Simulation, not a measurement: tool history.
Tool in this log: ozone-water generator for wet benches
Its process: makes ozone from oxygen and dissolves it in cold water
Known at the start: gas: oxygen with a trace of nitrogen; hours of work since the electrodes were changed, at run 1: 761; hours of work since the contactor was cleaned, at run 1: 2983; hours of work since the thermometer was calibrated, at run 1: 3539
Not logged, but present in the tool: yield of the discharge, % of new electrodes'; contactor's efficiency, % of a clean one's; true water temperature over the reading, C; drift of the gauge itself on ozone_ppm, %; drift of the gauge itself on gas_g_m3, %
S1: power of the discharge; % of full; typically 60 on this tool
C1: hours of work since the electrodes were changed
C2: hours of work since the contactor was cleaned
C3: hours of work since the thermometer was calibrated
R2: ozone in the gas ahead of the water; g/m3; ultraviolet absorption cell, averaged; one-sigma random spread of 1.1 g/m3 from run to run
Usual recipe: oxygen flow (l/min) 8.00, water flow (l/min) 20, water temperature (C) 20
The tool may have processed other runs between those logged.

{"run": 1, "hour": 0.0, "S1": 60, "oxygen flow (l/min)": 8.0, "water flow (l/min)": 20, "water temperature (C)": 20, "C1": 761, "C2": 2983, "C3": 3539, "dissolved ozone (ppm)": 24.1, "R2": 198.8}
{"run": 2, "hour": 24.6, "S1": 60, "oxygen flow (l/min)": 8.0, "water flow (l/min)": 20, "water temperature (C)": 20, "C1": 777, "C2": 2999, "C3": 3555, "dissolved ozone (ppm)": 24.2, "R2": 198.9}
{"run": 3, "hour": 53.3, "S1": 60, "oxygen flow (l/min)": 8.0, "water flow (l/min)": 20, "water temperature (C)": 20, "C1": 795, "C2": 3018, "C3": 3574, "dissolved ozone (ppm)": 23.9, "R2": 198.8}
{"run": 4, "hour": 72.0, "S1": 60, "oxygen flow (l/min)": 8.46, "water flow (l/min)": 20, "water temperature (C)": 20, "C1": 808, "C2": 3030, "C3": 3586, "dissolved ozone (ppm)": 24.1, "R2": 194.3}
{"run": 5, "hour": 95.4, "S1": 60, "oxygen flow (l/min)": 8.46, "water flow (l/min)": 20, "water temperature (C)": 20, "C1": 823, "C2": 3046, "C3": 3601, "dissolved ozone (ppm)": 24.0, "R2": 196.6}
{"run": 6, "hour": 110.0, "S1": 60, "oxygen flow (l/min)": 8.0, "water flow (l/min)": 12, "water temperature (C)": 20, "C1": 832, "C2": 3055, "C3": 3611, "dissolved ozone (ppm)": 34.7, "R2": 199.9}
{"run": 7, "hour": 143.3, "S1": 60, "oxygen flow (l/min)": 8.0, "water flow (l/min)": 20, "water temperature (C)": 20, "C1": 854, "C2": 3077, "C3": 3633, "dissolved ozone (ppm)": 24.0, "R2": 198.6}
{"run": 8, "hour": 168.7, "S1": 60, "oxygen flow (l/min)": 8.0, "water flow (l/min)": 20, "water temperature (C)": 20, "C1": 871, "C2": 3093, "C3": 3649, "dissolved ozone (ppm)": 24.0, "R2": 197.5}
{"run": 9, "hour": 195.8, "S1": 60, "oxygen flow (l/min)": 6.37, "water flow (l/min)": 28, "water temperature (C)": 20, "C1": 888, "C2": 3111, "C3": 3667, "dissolved ozone (ppm)": 17.2, "R2": 217.8}
{"run": 10, "hour": 220.4, "S1": 60, "oxygen flow (l/min)": 14.35, "water flow (l/min)": 20, "water temperature (C)": 20, "C1": 904, "C2": 3127, "C3": 3683, "dissolved ozone (ppm)": 23.6, "R2": 156.1}
{"run": 11, "hour": 242.4, "S1": 60, "oxygen flow (l/min)": 14.35, "water flow (l/min)": 21, "water temperature (C)": 26, "C1": 919, "C2": 3141, "C3": 3697, "dissolved ozone (ppm)": 20.0, "R2": 157.4}
{"hour": 260.3, "done": "water thermometer calibrated"}
{"run": 12, "hour": 274.3, "S1": 60, "oxygen flow (l/min)": 8.0, "water flow (l/min)": 13, "water temperature (C)": 19, "C1": 939, "C2": 3162, "C3": 9, "dissolved ozone (ppm)": 33.8, "R2": 198.6}
{"run": 13, "hour": 294.4, "S1": 60, "oxygen flow (l/min)": 11.16, "water flow (l/min)": 13, "water temperature (C)": 16, "C1": 952, "C2": 3175, "C3": 22, "dissolved ozone (ppm)": 34.7, "R2": 173.6}
{"run": 14, "hour": 328.0, "S1": 42, "oxygen flow (l/min)": 7.8, "water flow (l/min)": 31, "water temperature (C)": 20, "C1": 974, "C2": 3197, "C3": 44, "dissolved ozone (ppm)": 12.9, "R2": 160.8}
{"run": 15, "hour": 345.6, "S1": 42, "oxygen flow (l/min)": 7.02, "water flow (l/min)": 14, "water temperature (C)": 20, "C1": 986, "C2": 3208, "C3": 56, "dissolved ozone (ppm)": 25.4, "R2": 170.2}
{"run": 16, "hour": 370.4, "S1": 73, "oxygen flow (l/min)": 8.0, "water flow (l/min)": 29, "water temperature (C)": 24, "C1": 1002, "C2": 3225, "C3": 72, "dissolved ozone (ppm)": 18.1, "R2": 223.7}

Predict each of these 3 candidate next runs independently; none follows another, all start after run 16:
{"run": "A", "hour": 391.2, "S1": 60, "oxygen flow (l/min)": 8.0, "water flow (l/min)": 21, "water temperature (C)": 20, "C1": 1016, "C2": 3238, "C3": 85, "dissolved ozone (ppm)": "?", "R2": "?"}
{"run": "B", "hour": 391.2, "S1": 60, "oxygen flow (l/min)": 9.96, "water flow (l/min)": 18, "water temperature (C)": 13, "C1": 1016, "C2": 3238, "C3": 85, "dissolved ozone (ppm)": "?", "R2": "?"}
{"run": "C", "hour": 391.2, "S1": 60, "oxygen flow (l/min)": 5.64, "water flow (l/min)": 32, "water temperature (C)": 20, "C1": 1016, "C2": 3238, "C3": 85, "dissolved ozone (ppm)": "?", "R2": "?"}

run=A dissolved_ozone_(ppm)=22.9 R2=199.7
run=B dissolved_ozone_(ppm)=29.6 R2=182.2
run=C dissolved_ozone_(ppm)=14.6 R2=228.2
What these runs would have given with no unlogged condition in the tool:
run=A dissolved_ozone_(ppm)=25.2 R2=203.2
run=B dissolved_ozone_(ppm)=32.3 R2=185.3
run=C dissolved_ozone_(ppm)=16.4 R2=232.1

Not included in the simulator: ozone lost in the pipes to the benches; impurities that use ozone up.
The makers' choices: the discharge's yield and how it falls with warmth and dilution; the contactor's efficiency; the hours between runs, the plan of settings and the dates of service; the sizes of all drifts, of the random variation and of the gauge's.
